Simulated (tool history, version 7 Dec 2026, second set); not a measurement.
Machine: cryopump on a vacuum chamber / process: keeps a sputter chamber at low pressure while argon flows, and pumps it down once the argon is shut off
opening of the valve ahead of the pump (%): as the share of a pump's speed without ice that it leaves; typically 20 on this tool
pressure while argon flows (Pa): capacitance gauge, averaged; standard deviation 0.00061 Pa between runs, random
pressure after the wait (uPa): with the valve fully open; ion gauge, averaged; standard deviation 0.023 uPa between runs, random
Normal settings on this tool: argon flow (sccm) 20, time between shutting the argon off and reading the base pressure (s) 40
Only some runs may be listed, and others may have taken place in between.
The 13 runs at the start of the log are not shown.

run,hour,argon flow (sccm),time between shutting the argon off and reading the base pressure (s),opening of the valve ahead of the pump (%),hours of work since the pump was warmed up and emptied,hours of work since the cold head was overhauled,hours of work since the chamber's fittings were tightened,pressure while argon flows (Pa),pressure after the wait (uPa)
14,479.1,20,40,19,312,649,649,0.0990,0.96
# hour 516.6: pump warmed up, emptied and cooled again
15,526.6,20,40,19,5,671,671,0.0945,0.89
16,562.8,20,40,19,23,689,689,0.0939,0.95
17,609.1,20,40,19,46,712,712,0.0944,0.96
18,638.4,24,74,38,61,727,727,0.0572,0.65
19,669.7,36,156,22,77,742,742,0.1481,0.52
20,703.3,36,21,58,94,759,759,0.0589,1.39
21,754.0,16,35,49,119,785,785,0.0308,1.03
22,806.1,20,25,20,145,811,811,0.0921,1.30
23,840.6,20,25,20,163,828,828,0.0915,1.31
24,866.5,20,41,35,176,841,841,0.0551,0.99
25,898.5,29,208,25,192,857,857,0.1081,0.54
26,926.0,22,40,26,206,871,871,0.0797,0.98
27,962.4,30,25,49,224,889,889,0.0616,1.30
28,986.9,40,36,53,236,902,902,0.0760,1.08
29,1023.0,40,60,26,254,920,920,0.1462,0.85
30,1072.3,40,60,26,279,945,945,0.1492,0.89
31,1095.3,12,72,39,291,956,956,0.0306,0.84
32,1129.7,29,40,45,308,973,973,0.0669,1.10
33,1160.1,20,70,38,323,989,989,0.0539,0.83
# hour 1177.7: pump warmed up, emptied and cooled again
34,1194.4,20,113,38,8,1003,1003,0.0473,0.57

Forecast each of these 3 alternatives for the next run:
A,1224.4,18,28,28,23,1019,1019,?,?
B,1224.4,24,80,41,23,1019,1019,?,?
C,1224.4,22,185,36,23,1019,1019,?,?

run,pressure while argon flows (Pa),pressure after the wait (uPa)
A,0.0582,1.16
B,0.0534,0.68
C,0.0552,0.53
Had the tool no hidden state, the same runs would have come out as:
run,pressure while argon flows (Pa),pressure after the wait (uPa)
A,0.0578,0.93
B,0.0528,0.45
C,0.0546,0.29
